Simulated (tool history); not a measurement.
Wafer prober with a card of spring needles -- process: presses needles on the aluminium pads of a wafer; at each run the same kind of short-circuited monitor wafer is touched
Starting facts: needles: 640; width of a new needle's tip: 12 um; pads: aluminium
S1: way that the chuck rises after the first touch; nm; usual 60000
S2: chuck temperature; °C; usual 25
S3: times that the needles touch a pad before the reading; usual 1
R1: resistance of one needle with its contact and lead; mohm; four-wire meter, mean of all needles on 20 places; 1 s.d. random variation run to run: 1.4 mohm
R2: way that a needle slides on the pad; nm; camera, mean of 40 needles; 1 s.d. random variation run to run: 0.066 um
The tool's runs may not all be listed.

run,day,S1,S2,S3,R1,R2
1,0,60000,25,1,133,15410
# day 1.417: tips cleaned on abrasive film
2,1.796,60000,25,1,148,15470
# day 2.8: tips cleaned on abrasive film
3,2.821,51000,25,1,139,13000
# day 4.104: tips cleaned on abrasive film
4,4.129,60000,25,1,137,15420
5,5.112,60000,25,1,164,15420
# day 5.488: tips cleaned on abrasive film
# day 6.842: tips cleaned on abrasive film
6,6.871,60000,25,3,135,15400
7,7.675,60000,25,1,160,15310
# day 8.2: tips cleaned on abrasive film
8,9.458,60000,25,1,170,15250
# day 9.625: tips cleaned on abrasive film
9,10.488,60000,25,1,164,15380
# day 10.979: tips cleaned on abrasive film
10,12.133,60000,25,1,172,15280
# day 12.279: tips cleaned on abrasive film
11,12.917,60000,25,2,148,15330
# day 13.608: tips cleaned on abrasive film
12,13.712,75000,25,2,131,19250
# day 14.908: tips cleaned on abrasive film
13,15.229,75000,25,2,133,19180
# day 16.254: tips cleaned on abrasive film
14,16.388,62000,60,2,142,15730
15,17.462,62000,60,2,156,15710
# day 17.562: tips cleaned on abrasive film
# day 18.996: tips cleaned on abrasive film
16,19.054,67000,75,1,144,16880
17,19.95,67000,75,1,164,17110
# day 20.308: tips cleaned on abrasive film
# day 21.7: tips cleaned on abrasive film
18,21.733,76000,50,1,133,19170
# day 23.083: tips cleaned on abrasive film
19,23.458,76000,118,1,155,19130
# day 24.446: tips cleaned on abrasive film
20,25.254,59000,35,2,152,14990
# day 25.8: tips cleaned on abrasive film
21,26.958,41000,57,1,216,10210

Consider 3 possible next runs. They are alternatives, not a sequence: every one starts from the tool as it was left by run 21. What does each give?
# day 27.117: tips cleaned on abrasive film
A,28.012,47000,48,1,?,?
# day 27.117: tips cleaned on abrasive film
B,28.012,53000,25,1,?,?
# day 27.117: tips cleaned on abrasive film
C,28.012,61000,30,1,?,?

run,R1,R2
A,187,11790
B,176,13200
C,164,15260
What these runs would have given with no unlogged condition in the tool:
run,R1,R2
A,137,12210
B,135,13620
C,132,15670
